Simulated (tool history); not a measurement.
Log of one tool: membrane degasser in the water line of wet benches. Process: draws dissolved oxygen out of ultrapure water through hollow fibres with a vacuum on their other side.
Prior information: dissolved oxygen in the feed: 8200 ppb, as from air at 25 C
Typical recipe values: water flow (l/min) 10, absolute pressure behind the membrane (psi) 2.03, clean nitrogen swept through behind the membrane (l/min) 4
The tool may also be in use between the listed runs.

| run | hour | water flow (l/min) | absolute pressure behind the membrane (psi) | clean nitrogen swept through behind the membrane (l/min) | dissolved oxygen in the water behind the degasser (ppb) | pressure that the water loses in the fibres (psi) |
|---|---|---|---|---|---|---|
| 1 | 0 | 10 | 2.03 | 4 | 95 | 7.159 |
| 2 | 27.4 | 10 | 2.03 | 4 | 94.1 | 7.13 |
| 3 | 62.5 | 10 | 2.03 | 4 | 96.1 | 7.169 |
| 4 | 87.8 | 10 | 2.03 | 4 | 94.4 | 7.133 |
| 5 | 127 | 10 | 2.03 | 4 | 94 | 7.133 |
| 6 | 156.4 | 10 | 2.03 | 4 | 95.2 | 7.137 |
| 7 | 184.1 | 10 | 2.03 | 11.88 | 51.8 | 7.13 |
| 8 | 206.6 | 10 | 2.03 | 8.92 | 58.2 | 7.155 |
| 9 | 250.5 | 10 | 2.03 | 8.92 | 58.8 | 7.127 |
| 10 | 289.4 | 10 | 2.03 | 8.92 | 59 | 7.124 |
| 11 | 317.8 | 10 | 4.77 | 4 | 206.9 | 7.124 |
| 12 | 360.7 | 14 | 2.03 | 4 | 182.1 | 9.977 |
| 13 | 394.4 | 14 | 2.03 | 4 | 183.4 | 9.964 |
| 14 | 417.7 | 10 | 2.03 | 4 | 96 | 7.147 |
| 15 | 441.2 | 10 | 2.03 | 4 | 96.2 | 7.114 |
| 16 | 470 | 6 | 2.03 | 4 | 43.3 | 4.29 |
| 17 | 505.1 | 6 | 2.03 | 4 | 43.6 | 4.254 |
| 18 | 535.9 | 14 | 1.23 | 1.97 | 180.4 | 9.987 |
| 19 | 555.1 | 14 | 1.35 | 3.56 | 150 | 9.961 |
| 20 | 594.5 | 14 | 5.02 | 2.21 | 533.9 | 9.987 |
| 21 | 626.8 | 14 | 5.02 | 2.21 | 539.1 | 10.026 |
| 22 | 647.7 | 10 | 4.51 | 2.19 | 328 | 7.132 |
| 23 | 679.9 | 10 | 3.61 | 4 | 161 | 7.134 |
| 24 | 709.4 | 13 | 2.44 | 1.86 | 290.9 | 9.32 |
| 25 | 735.8 | 10 | 2.03 | 7.11 | 65.8 | 7.123 |
| 26 | 778.5 | 10 | 2.03 | 7.11 | 65.5 | 7.14 |
| 27 | 816.5 | 10 | 2.03 | 9.37 | 56.4 | 7.133 |
| 28 | 834.7 | 7 | 2.76 | 6.07 | 51.4 | 5.024 |
| 29 | 856.5 | 7 | 2.76 | 6.07 | 51.7 | 4.999 |
| 30 | 900.8 | 10 | 2.22 | 4 | 103.7 | 7.156 |
| 31 | 926.7 | 10 | 2.51 | 4 | 114 | 7.111 |
| 32 | 949.2 | 10 | 3.07 | 1.95 | 247.5 | 7.14 |

Each row is a separate what-if for the run after 32, all from the same tool condition, not one after another. Results?
| A | 969 | 7 | 4.5 | 6.3 | ? | ? |
| B | 969 | 10 | 1.58 | 3.8 | ? | ? |
| C | 969 | 7 | 3.07 | 1.76 | ? | ? |
| D | 969 | 10 | 3.48 | 4 | ? | ? |

| run | dissolved oxygen in the water behind the degasser (ppb) | pressure that the water loses in the fibres (psi) |
|---|---|---|
| A | 82.5 | 5.005 |
| B | 77.8 | 7.14 |
| C | 179.7 | 5.018 |
| D | 154.5 | 7.152 |
Without the tool's hidden state the same runs would have given:
| run | dissolved oxygen in the water behind the degasser (ppb) | pressure that the water loses in the fibres (psi) |
|---|---|---|
| A | 82.4 | 5.004 |
| B | 77.7 | 7.139 |
| C | 179.5 | 5.017 |
| D | 154.4 | 7.152 |

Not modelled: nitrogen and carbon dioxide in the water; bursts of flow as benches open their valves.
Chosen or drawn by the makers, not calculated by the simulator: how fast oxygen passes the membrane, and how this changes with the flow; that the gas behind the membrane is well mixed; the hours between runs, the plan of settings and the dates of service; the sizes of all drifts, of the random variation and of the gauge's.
